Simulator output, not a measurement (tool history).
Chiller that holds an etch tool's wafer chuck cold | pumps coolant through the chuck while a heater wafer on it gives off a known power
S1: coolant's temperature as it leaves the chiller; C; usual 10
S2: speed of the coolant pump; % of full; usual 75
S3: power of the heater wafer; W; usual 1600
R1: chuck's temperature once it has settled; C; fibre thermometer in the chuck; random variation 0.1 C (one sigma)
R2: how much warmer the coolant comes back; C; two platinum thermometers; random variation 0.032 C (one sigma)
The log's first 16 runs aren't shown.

run 17 hour=573.7 | S1=18 S2=75 S3=1600 | R1=27.8 R2=3.73
run 18 hour=618.9 | S1=9 S2=85 S3=1179 | R1=15.7 R2=2.50
run 19 hour=641.8 | S1=10 S2=83 S3=1600 | R1=19.1 R2=3.41
run 20 hour=664.6 | S1=10 S2=84 S3=1094 | R1=16.3 R2=2.33
run 21 hour=689.5 | S1=10 S2=66 S3=1114 | R1=17.7 R2=2.90
run 22 hour=728.3 | S1=6 S2=64 S3=2103 | R1=21.1 R2=5.66
run 23 hour=749.6 | S1=2 S2=75 S3=1600 | R1=12.0 R2=3.72
run 24 hour=783.6 | S1=2 S2=75 S3=1600 | R1=12.0 R2=3.74
run 25 hour=823.0 | S1=17 S2=74 S3=890 | R1=22.6 R2=2.16
run 26 hour=863.2 | S1=9 S2=77 S3=1600 | R1=18.7 R2=3.59
run 27 hour=882.4 | S1=10 S2=90 S3=862 | R1=14.6 R2=1.69
run 28 hour=901.6 | S1=10 S2=72 S3=862 | R1=15.5 R2=2.08
run 29 hour=921.2 | S1=14 S2=72 S3=1940 | R1=26.5 R2=4.75
run 30 hour=964.6 | S1=14 S2=72 S3=1940 | R1=26.6 R2=4.73
run 31 hour=1011.0 | S1=5 S2=87 S3=1546 | R1=13.5 R2=3.10
run 32 hour=1043.7 | S1=5 S2=87 S3=1546 | R1=13.4 R2=3.09

3 ways to go on from here, each from the tool as it stands after run 32. What would each give?
run A hour=1087.7 | S1=19 S2=87 S3=1482 | R1=? R2=?
run B hour=1087.7 | S1=5 S2=87 S3=982 | R1=? R2=?
run C hour=1087.7 | S1=15 S2=90 S3=1463 | R1=? R2=?

run=A R1=26.9 R2=3.04
run=B R1=10.5 R2=1.99
run=C R1=23.0 R2=2.92
Without the tool's hidden state the same runs would have given:
run=A R1=26.9 R2=3.04
run=B R1=10.5 R2=1.99
run=C R1=22.9 R2=2.92
